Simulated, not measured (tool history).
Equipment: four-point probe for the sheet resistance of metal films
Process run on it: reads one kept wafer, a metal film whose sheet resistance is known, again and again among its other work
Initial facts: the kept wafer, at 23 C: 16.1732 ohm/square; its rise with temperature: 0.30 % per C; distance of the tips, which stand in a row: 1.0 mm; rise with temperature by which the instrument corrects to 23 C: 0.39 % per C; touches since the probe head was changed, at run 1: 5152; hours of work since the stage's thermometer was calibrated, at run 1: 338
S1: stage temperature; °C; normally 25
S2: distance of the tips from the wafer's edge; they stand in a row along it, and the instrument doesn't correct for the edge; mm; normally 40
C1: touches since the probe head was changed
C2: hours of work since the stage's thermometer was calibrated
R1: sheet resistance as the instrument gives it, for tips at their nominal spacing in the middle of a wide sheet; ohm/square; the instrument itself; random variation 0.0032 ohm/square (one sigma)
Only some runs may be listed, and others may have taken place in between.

run 1 hour=0.0 | S1=25 S2=40 | C1=5152 C2=338 | R1=16.184490
run 2 hour=20.2 | S1=19 S2=40 | C1=5878 C2=352 | R1=16.271483
run 3 hour=39.2 | S1=19 S2=40 | C1=6565 C2=364 | R1=16.269986
run 4 hour=50.4 | S1=25 S2=40 | C1=6967 C2=371 | R1=16.172245
run 5 hour=69.7 | S1=25 S2=5 | C1=7665 C2=384 | R1=16.502174
run 6 hour=79.0 | S1=30 S2=40 | C1=8000 C2=390 | R1=16.106968
run 7 hour=95.7 | S1=25 S2=38 | C1=8602 C2=401 | R1=16.173665
run 8 hour=115.5 | S1=25 S2=40 | C1=9314 C2=413 | R1=16.175189
run 9 hour=128.3 | S1=25 S2=40 | C1=9775 C2=422 | R1=16.177160
run 10 hour=146.9 | S1=25 S2=40 | C1=10447 C2=434 | R1=16.176158
run 11 hour=163.0 | S1=25 S2=40 | C1=11025 C2=444 | R1=16.169013
run 12 hour=174.3 | S1=25 S2=40 | C1=11433 C2=451 | R1=16.169985
run 13 hour=191.0 | S1=25 S2=40 | C1=12034 C2=462 | R1=16.166100
run 14 hour=202.0 | S1=25 S2=40 | C1=12431 C2=469 | R1=16.170912
run 15 hour=220.7 | S1=31 S2=40 | C1=13106 C2=482 | R1=16.079711
run 16 hour=232.7 | S1=31 S2=40 | C1=13536 C2=489 | R1=16.077079
run 17 hour=248.0 | S1=29 S2=40 | C1=14091 C2=499 | R1=16.106310
run 18 hour=270.5 | S1=29 S2=40 | C1=14902 C2=514 | R1=16.099960
run 19 hour=288.8 | S1=25 S2=40 | C1=15558 C2=526 | R1=16.161468
run 20 hour=310.2 | S1=25 S2=40 | C1=16331 C2=540 | R1=16.157466
run 21 hour=329.8 | S1=25 S2=40 | C1=17036 C2=552 | R1=16.155706
run 22 hour=349.4 | S1=25 S2=40 | C1=17745 C2=565 | R1=16.154081
run 23 hour=359.5 | S1=20 S2=4 | C1=18108 C2=572 | R1=16.753160
run 24 hour=379.8 | S1=22 S2=45 | C1=18838 C2=585 | R1=16.193870
run 25 hour=389.1 | S1=31 S2=4 | C1=19176 C2=591 | R1=16.583808
run 26 hour=404.6 | S1=20 S2=17 | C1=19732 C2=601 | R1=16.251202
run 27 hour=425.1 | S1=33 S2=21 | C1=20474 C2=614 | R1=16.048303
run 28 hour=443.9 | S1=33 S2=21 | C1=21150 C2=626 | R1=16.050145
run 29 hour=457.7 | S1=31 S2=23 | C1=21647 C2=635 | R1=16.070899
run 30 hour=472.4 | S1=24 S2=40 | C1=22175 C2=645 | R1=16.162965
run 31 hour=494.6 | S1=24 S2=40 | C1=22975 C2=659 | R1=16.151673
run 32 hour=504.9 | S1=20 S2=4 | C1=23348 C2=666 | R1=16.738020
run 33 hour=526.5 | S1=20 S2=45 | C1=24126 C2=680 | R1=16.211484
run 34 hour=544.9 | S1=22 S2=9 | C1=24790 C2=692 | R1=16.284493
run 35 hour=558.3 | S1=34 S2=9 | C1=25271 C2=700 | R1=16.110990
run 36 hour=580.8 | S1=32 S2=4 | C1=26082 C2=715 | R1=16.551341
run 37 hour=602.6 | S1=22 S2=21 | C1=26870 C2=729 | R1=16.191418
run 38 hour=615.9 | S1=24 S2=3 | C1=27350 C2=738 | R1=17.051165
run 39 hour=636.7 | S1=24 S2=3 | C1=28099 C2=751 | R1=17.050424
run 40 hour=651.9 | S1=21 S2=6 | C1=28647 C2=761 | R1=16.428452
run 41 hour=671.5 | S1=21 S2=6 | C1=29350 C2=774 | R1=16.418888
run 42 hour=688.0 | S1=21 S2=6 | C1=29947 C2=785 | R1=16.421606
run 43 hour=710.6 | S1=21 S2=6 | C1=30760 C2=799 | R1=16.414365
run 44 hour=725.7 | S1=21 S2=6 | C1=31306 C2=809 | R1=16.416539

Some steps in R1 between neighbouring runs. How much of each would the tool show without its hidden state too (settings, what came in, random variation), and how much is left for the hidden state, with any gauge scatter that isn't in both results?
Hidden conditions of the tool in this case: inner tips' distance over the nominal, %; tips' flats over new ones', %; wafer's true temperature over the reading, C; drift of the gauge itself on sheet_ohm, %.
Run 22 -> 23: S1 25 -> 20, S2 40 -> 4. R1 +0.599079 ohm/square: hidden state -0.000753, all else +0.599832.
Run 23 -> 24: S1 20 -> 22, S2 4 -> 45. R1 -0.559290 ohm/square: hidden state -0.001917, all else -0.557373.
Run 35 -> 36: S1 34 -> 32, S2 9 -> 4. R1 +0.440351 ohm/square: hidden state -0.002185, all else +0.442536.
Run 37 -> 38: S1 22 -> 24, S2 21 -> 3. R1 +0.859747 ohm/square: hidden state -0.001894, all else +0.861641.
Run 39 -> 40: S1 24 -> 21, S2 3 -> 6. R1 -0.621972 ohm/square: hidden state -0.000748, all else -0.621224.
Run 42 -> 43: settings left as they were, no log entry in between. R1 -0.007241 ohm/square: hidden state -0.001928, all else -0.005313.
